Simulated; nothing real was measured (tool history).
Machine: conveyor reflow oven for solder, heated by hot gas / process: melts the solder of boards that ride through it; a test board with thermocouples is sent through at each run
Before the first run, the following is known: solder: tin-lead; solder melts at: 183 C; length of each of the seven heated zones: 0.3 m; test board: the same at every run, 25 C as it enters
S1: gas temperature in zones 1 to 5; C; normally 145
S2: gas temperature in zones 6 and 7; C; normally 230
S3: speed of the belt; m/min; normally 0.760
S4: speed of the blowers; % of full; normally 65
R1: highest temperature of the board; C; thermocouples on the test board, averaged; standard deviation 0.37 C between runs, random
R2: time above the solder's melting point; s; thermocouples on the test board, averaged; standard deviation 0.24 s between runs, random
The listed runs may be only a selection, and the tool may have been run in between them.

{"run": 1, "hour": 0.0, "S1": 145, "S2": 230, "S3": 0.76, "S4": 65, "R1": 209.6, "R2": 32.6}
{"run": 2, "hour": 17.6, "S1": 145, "S2": 230, "S3": 0.76, "S4": 65, "R1": 209.3, "R2": 32.3}
{"run": 3, "hour": 39.7, "S1": 145, "S2": 230, "S3": 0.76, "S4": 65, "R1": 209.1, "R2": 33.0}
{"run": 4, "hour": 54.2, "S1": 145, "S2": 230, "S3": 0.75, "S4": 65, "R1": 209.4, "R2": 33.0}
{"run": 5, "hour": 76.9, "S1": 145, "S2": 230, "S3": 0.75, "S4": 65, "R1": 209.2, "R2": 33.0}
{"run": 6, "hour": 104.2, "S1": 145, "S2": 230, "S3": 0.75, "S4": 65, "R1": 210.3, "R2": 33.1}
{"run": 7, "hour": 115.7, "S1": 145, "S2": 230, "S3": 0.75, "S4": 65, "R1": 209.0, "R2": 32.4}
{"run": 8, "hour": 129.0, "S1": 144, "S2": 231, "S3": 0.729, "S4": 71, "R1": 211.4, "R2": 35.8}
{"run": 9, "hour": 148.8, "S1": 145, "S2": 230, "S3": 0.76, "S4": 76, "R1": 210.8, "R2": 33.2}
{"run": 10, "hour": 167.0, "S1": 145, "S2": 230, "S3": 0.76, "S4": 51, "R1": 205.5, "R2": 29.6}
{"run": 11, "hour": 189.9, "S1": 148, "S2": 231, "S3": 0.906, "S4": 69, "R1": 204.4, "R2": 24.7}
{"run": 12, "hour": 201.1, "S1": 155, "S2": 225, "S3": 0.904, "S4": 71, "R1": 202.7, "R2": 25.0}
{"run": 13, "hour": 215.1, "S1": 145, "S2": 222, "S3": 0.63, "S4": 78, "R1": 209.1, "R2": 40.9}
{"run": 14, "hour": 235.9, "S1": 145, "S2": 222, "S3": 0.63, "S4": 78, "R1": 210.2, "R2": 42.2}

Not shown here: 1 entry made in the log between runs. Locate each between two listed runs and compare the hidden state at the listed run before it with the hidden state at the listed run after it:
Run 13 -> run 14: flux residue cleaned out of gas plates and filters (hour 235.7)
  heat that the gas passes to the board, % of a clean oven's: 94 -> 99.6; belt's true speed, % of the reading: 98.32 -> 98.29; true gas temperature in zones 6 and 7 over the reading, C: -1.49 -> -1.53
  measured less the result without the state, R1: -2.1 -> -1.0 C; R2: -0.9 -> +0.2 s

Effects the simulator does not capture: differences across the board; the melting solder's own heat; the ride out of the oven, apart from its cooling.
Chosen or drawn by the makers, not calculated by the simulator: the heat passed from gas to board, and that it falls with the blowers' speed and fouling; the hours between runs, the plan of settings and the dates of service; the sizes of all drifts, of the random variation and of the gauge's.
